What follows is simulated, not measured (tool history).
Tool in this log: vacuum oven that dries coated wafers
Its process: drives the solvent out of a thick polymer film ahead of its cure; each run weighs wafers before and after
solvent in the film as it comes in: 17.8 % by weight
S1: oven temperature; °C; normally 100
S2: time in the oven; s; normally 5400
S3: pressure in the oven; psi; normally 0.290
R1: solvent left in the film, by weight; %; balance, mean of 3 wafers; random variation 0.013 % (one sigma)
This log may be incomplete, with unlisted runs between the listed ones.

| run | hour | S1 | S2 | S3 | R1 |
|---|---|---|---|---|---|
| 1 | 0.0 | 100 | 5400 | 0.290 | 1.92 |
| 2 | 34.6 | 100 | 5400 | 0.290 | 1.93 |
| 3 | 63.5 | 100 | 5400 | 0.265 | 1.83 |
| 4 | 88.8 | 100 | 5400 | 0.265 | 1.79 |
| 5 | 128.9 | 100 | 5580 | 0.290 | 1.90 |
| 6 | 169.3 | 100 | 5580 | 0.290 | 1.86 |
| 7 | 190.9 | 100 | 3660 | 0.290 | 2.79 |
| 8 | 231.3 | 100 | 3660 | 0.290 | 2.79 |
| 9 | 262.9 | 100 | 3660 | 0.290 | 2.79 |
| 10 | 301.0 | 100 | 3660 | 0.290 | 2.79 |
| 11 | 323.0 | 100 | 3660 | 0.290 | 2.78 |
|  | 326.4 | vacuum gauge cleaned of residue and calibrated |
| 12 | 360.5 | 100 | 5400 | 0.290 | 1.99 |
| 13 | 387.1 | 100 | 4380 | 0.290 | 2.33 |
| 14 | 426.4 | 92 | 5400 | 0.290 | 3.71 |
| 15 | 447.5 | 100 | 5400 | 0.290 | 1.96 |
| 16 | 478.1 | 100 | 3780 | 0.290 | 2.72 |
| 17 | 513.3 | 100 | 3780 | 0.290 | 2.70 |
| 18 | 552.4 | 108 | 5400 | 0.290 | 1.22 |
|  | 563.0 | vacuum gauge cleaned of residue and calibrated, once more |
| 19 | 594.7 | 108 | 5400 | 0.290 | 1.13 |
| 20 | 626.2 | 108 | 5400 | 0.290 | 1.10 |
| 21 | 663.3 | 110 | 3600 | 1.088 | 3.92 |
| 22 | 700.5 | 109 | 6960 | 0.776 | 2.76 |
| 23 | 720.7 | 109 | 2700 | 1.031 | 4.23 |
| 24 | 741.9 | 111 | 6540 | 0.495 | 1.65 |
| 25 | 764.1 | 87 | 3720 | 0.232 | 6.46 |
|  | 772.4 | oven's thermocouples calibrated |
| 26 | 797.2 | 87 | 3720 | 0.232 | 6.44 |
| 27 | 822.8 | 87 | 3720 | 0.232 | 6.44 |
| 28 | 859.0 | 90 | 9540 | 0.290 | 2.57 |
| 29 | 879.3 | 92 | 2940 | 0.258 | 5.88 |
| 30 | 919.6 | 94 | 5400 | 0.445 | 3.86 |
| 31 | 940.2 | 100 | 3660 | 0.399 | 3.18 |
| 32 | 972.3 | 100 | 3660 | 0.500 | 3.65 |
| 33 | 997.8 | 92 | 3840 | 0.290 | 4.81 |
| 34 | 1025.1 | 113 | 5400 | 0.197 | 0.64 |
| 35 | 1057.3 | 104 | 5400 | 0.290 | 1.42 |
| 36 | 1087.0 | 100 | 7200 | 0.914 | 4.58 |
| 37 | 1120.2 | 97 | 3300 | 0.290 | 3.85 |
| 38 | 1146.6 | 97 | 3300 | 0.290 | 3.82 |
| 39 | 1166.4 | 111 | 5760 | 0.151 | 0.53 |
| 40 | 1199.8 | 111 | 5760 | 0.151 | 0.53 |

What if the next run were any one of these 5? Each begins from the tool's condition after run 40:
| A | 1237.8 | 100 | 5580 | 0.270 | ? |
| B | 1237.8 | 111 | 6360 | 0.602 | ? |
| C | 1237.8 | 91 | 5760 | 0.184 | ? |
| D | 1237.8 | 104 | 7200 | 0.145 | ? |
| E | 1237.8 | 100 | 4860 | 0.290 | ? |

| run | R1 |
|---|---|
| A | 1.70 |
| B | 2.02 |
| C | 2.92 |
| D | 0.69 |
| E | 2.00 |
What these runs would have given with no unlogged condition in the tool:
| run | R1 |
|---|---|
| A | 1.75 |
| B | 2.04 |
| C | 3.06 |
| D | 0.68 |
| E | 2.07 |
